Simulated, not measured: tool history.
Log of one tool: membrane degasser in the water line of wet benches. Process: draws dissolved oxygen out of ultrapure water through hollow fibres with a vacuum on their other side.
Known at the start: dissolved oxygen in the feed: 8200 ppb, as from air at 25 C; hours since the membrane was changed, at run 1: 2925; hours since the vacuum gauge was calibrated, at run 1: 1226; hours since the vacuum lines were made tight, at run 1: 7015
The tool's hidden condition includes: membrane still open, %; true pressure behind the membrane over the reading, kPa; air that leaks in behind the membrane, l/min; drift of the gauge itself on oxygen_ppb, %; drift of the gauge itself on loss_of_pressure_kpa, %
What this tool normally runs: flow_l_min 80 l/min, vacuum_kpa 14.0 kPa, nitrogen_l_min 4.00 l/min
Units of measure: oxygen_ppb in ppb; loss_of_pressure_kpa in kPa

run,hour,flow_l_min,vacuum_kpa,nitrogen_l_min,hours since the membrane was changed,hours since the vacuum gauge was calibrated,hours since the vacuum lines were made tight,oxygen_ppb,loss_of_pressure_kpa
1,0.0,80,14.0,4.00,2925,1226,7015,542.6,40.71
2,56.0,80,22.9,4.00,2981,1282,7071,880.6,40.84
3,96.2,80,14.0,4.00,3021,1322,7111,543.6,40.70
4,145.3,80,14.0,4.00,3070,1371,7160,541.5,40.80
5,229.8,80,14.0,4.00,3154,1456,7245,544.1,40.84
# hour 278.2: seals of the vacuum lines changed
6,309.6,65,14.0,4.00,3232,1534,31,437.6,33.45
7,390.0,65,14.0,4.00,3313,1614,112,436.8,33.09
8,474.6,65,14.0,4.00,3397,1699,196,438.2,32.94
9,530.1,65,14.0,4.00,3453,1754,252,435.9,33.06
10,592.1,80,14.0,5.18,3515,1816,314,451.5,40.97
11,647.2,80,14.0,5.18,3570,1871,369,451.9,40.63
12,697.1,80,14.0,4.00,3620,1921,419,543.0,41.26
13,752.4,80,14.0,4.00,3675,1976,474,539.4,40.95
14,801.5,80,14.0,4.00,3724,2026,523,541.6,40.65
15,852.5,48,14.0,4.00,3775,2077,574,321.3,24.50
16,920.0,48,14.0,4.00,3843,2144,642,322.4,24.58
17,974.9,56,30.0,2.29,3898,2199,697,1268.5,28.78
18,1043.3,56,9.2,2.15,3966,2267,765,370.1,28.82
19,1113.7,56,9.2,2.15,4036,2338,836,371.2,28.65
20,1158.6,55,14.0,2.12,4081,2383,880,611.0,28.14
21,1242.4,55,14.0,2.12,4165,2466,964,609.4,28.09
22,1295.3,75,26.6,6.19,4218,2519,1017,688.1,38.56
23,1365.9,109,32.1,4.00,4289,2590,1088,1557.5,55.99
24,1435.6,53,34.8,8.42,4358,2660,1157,492.9,27.00
25,1471.3,70,23.3,2.54,4394,2695,1193,1104.3,36.18
26,1544.9,70,23.3,2.54,4468,2769,1267,1115.5,36.36
27,1612.3,89,13.7,9.62,4535,2836,1334,337.6,45.81
28,1668.3,62,9.6,1.88,4591,2892,1390,479.6,31.97
29,1711.3,120,10.6,2.54,4634,2935,1433,815.8,61.98
30,1763.5,100,19.5,3.29,4686,2988,1485,1065.6,51.69
31,1817.1,109,25.0,4.46,4740,3041,1539,1163.3,56.13
32,1865.6,100,11.9,3.35,4788,3090,1587,655.4,51.49

Take each entry between the runs: how does the hidden state at the last listed run before it differ from the hidden state at the first listed run after it?
Logged between run 5 and run 6: seals of the vacuum lines changed (hour 278.2)
  membrane still open, %: 98 -> 97.9; true pressure behind the membrane over the reading, kPa: 0.06 -> 0.07; air that leaks in behind the membrane, l/min: 0.0332 -> 0.0024
  measured value less the no-hidden-state value, oxygen_ppb: +12.7 -> +7.6 ppb; loss_of_pressure_kpa: +0.84 -> +0.70 kPa
